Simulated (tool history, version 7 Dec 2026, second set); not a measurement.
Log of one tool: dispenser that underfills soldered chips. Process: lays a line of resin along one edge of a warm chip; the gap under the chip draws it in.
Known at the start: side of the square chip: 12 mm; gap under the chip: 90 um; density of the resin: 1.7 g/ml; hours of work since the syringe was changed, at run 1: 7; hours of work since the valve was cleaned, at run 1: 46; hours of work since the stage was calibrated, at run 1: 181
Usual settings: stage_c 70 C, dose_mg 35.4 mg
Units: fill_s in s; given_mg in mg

| run | hour | stage_c | dose_mg | hours of work since the syringe was changed | hours of work since the valve was cleaned | hours of work since the stage was calibrated | fill_s | given_mg |
|---|---|---|---|---|---|---|---|---|
| 1 | 0 | 70 | 35.4 | 7 | 46 | 181 | 100.4 | 34.51 |
|  | 5.5 | new syringe of resin |
| 2 | 5.7 | 79 | 35.4 | 0 | 51 | 185 | 35.2 | 34.39 |
| 3 | 11.4 | 79 | 44.7 | 5 | 55 | 190 | 49.8 | 43.08 |
| 4 | 15.4 | 70 | 35.4 | 8 | 58 | 193 | 105.3 | 34.17 |
|  | 19.9 | new syringe of resin |
| 5 | 20.8 | 70 | 35.4 | 1 | 62 | 197 | 59 | 33.98 |
| 6 | 26.6 | 70 | 35.4 | 5 | 67 | 202 | 85.6 | 33.79 |
| 7 | 32 | 70 | 35.4 | 10 | 71 | 206 | 120.8 | 33.74 |
|  | 34.4 | new syringe of resin |
|  | 35.7 | dispensing valve cleaned and set on the balance |
| 8 | 38.8 | 70 | 44 | 3 | 2 | 210 | 67.7 | 44.03 |
| 9 | 44.3 | 70 | 44 | 7 | 7 | 215 | 93.7 | 43.72 |
| 10 | 46.7 | 70 | 44 | 9 | 9 | 217 | 109.9 | 43.78 |
|  | 49.8 | new syringe of resin |
| 11 | 50.3 | 70 | 44 | 0 | 11 | 219 | 57.1 | 43.57 |
| 12 | 53.6 | 70 | 37.1 | 3 | 14 | 222 | 69.1 | 36.72 |
| 13 | 59.2 | 70 | 35.4 | 7 | 18 | 226 | 99 | 35.04 |
|  | 64.5 | new syringe of resin |
| 14 | 64.5 | 70 | 35.4 | 0 | 22 | 230 | 56.4 | 34.72 |
| 15 | 70.3 | 70 | 35.4 | 5 | 27 | 235 | 80.6 | 34.72 |
| 16 | 74.9 | 59 | 35.4 | 8 | 31 | 239 | 202.5 | 34.73 |
| 17 | 78 | 70 | 35.4 | 11 | 33 | 241 | 127.9 | 34.72 |
|  | 78.8 | new syringe of resin |
| 18 | 83.8 | 70 | 32.2 | 4 | 38 | 245 | 74.6 | 31.17 |
| 19 | 89.1 | 58 | 40.3 | 8 | 42 | 250 | 197.7 | 39.19 |
| 20 | 91.9 | 59 | 31.4 | 10 | 44 | 252 | 232.4 | 30.34 |
|  | 93.5 | new syringe of resin |
| 21 | 97.6 | 67 | 32.8 | 3 | 48 | 256 | 86.1 | 31.57 |
| 22 | 100.8 | 67 | 32.8 | 6 | 51 | 259 | 104.6 | 31.58 |
| 23 | 105.6 | 70 | 40.7 | 10 | 55 | 263 | 116.6 | 39.37 |
|  | 108 | new syringe of resin |
| 24 | 109.7 | 70 | 40.7 | 1 | 58 | 266 | 61.1 | 39.26 |
| 25 | 113.1 | 70 | 40.7 | 4 | 61 | 268 | 76.1 | 38.84 |
| 26 | 118.7 | 62 | 37.8 | 9 | 65 | 273 | 166.4 | 36.21 |
|  | 122.5 | new syringe of resin |
| 27 | 124.7 | 62 | 37.8 | 2 | 69 | 277 | 98.7 | 35.98 |
|  | 130.3 | dispensing valve cleaned and set on the balance |
| 28 | 131.4 | 62 | 37.8 | 6 | 1 | 282 | 136.6 | 37.56 |
| 29 | 136.5 | 57 | 34.1 | 10 | 5 | 286 | 255.1 | 33.75 |
|  | 137.9 | new syringe of resin |
| 30 | 142.7 | 75 | 39.1 | 4 | 10 | 291 | 56 | 38.78 |
| 31 | 146.7 | 75 | 39.1 | 7 | 13 | 294 | 71.1 | 38.79 |
| 32 | 149.2 | 75 | 39.7 | 9 | 15 | 296 | 84.8 | 39.32 |
|  | 152.6 | new syringe of resin |
| 33 | 153.8 | 55 | 38.7 | 1 | 18 | 299 | 136.6 | 38.28 |
| 34 | 156.5 | 68 | 43.1 | 3 | 20 | 301 | 76.6 | 42.49 |
| 35 | 160.2 | 79 | 41.5 | 6 | 23 | 304 | 52.2 | 40.87 |

Forecast each of these 3 alternatives for the next run:
| A | 164.4 | 73 | 37.9 | 9 | 27 | 308 | ? | ? |
| B | 164.4 | 67 | 44.4 | 9 | 27 | 308 | ? | ? |
| C | 164.4 | 56 | 35.4 | 9 | 27 | 308 | ? | ? |

| run | fill_s | given_mg |
|---|---|---|
| A | 94.4 | 37.21 |
| B | 130.7 | 43.35 |
| C | 241.8 | 34.69 |
Without the tool's hidden state the same runs would have given:
| run | fill_s | given_mg |
|---|---|---|
| A | 50.1 | 37.89 |
| B | 69.7 | 44.14 |
| C | 129.3 | 35.33 |

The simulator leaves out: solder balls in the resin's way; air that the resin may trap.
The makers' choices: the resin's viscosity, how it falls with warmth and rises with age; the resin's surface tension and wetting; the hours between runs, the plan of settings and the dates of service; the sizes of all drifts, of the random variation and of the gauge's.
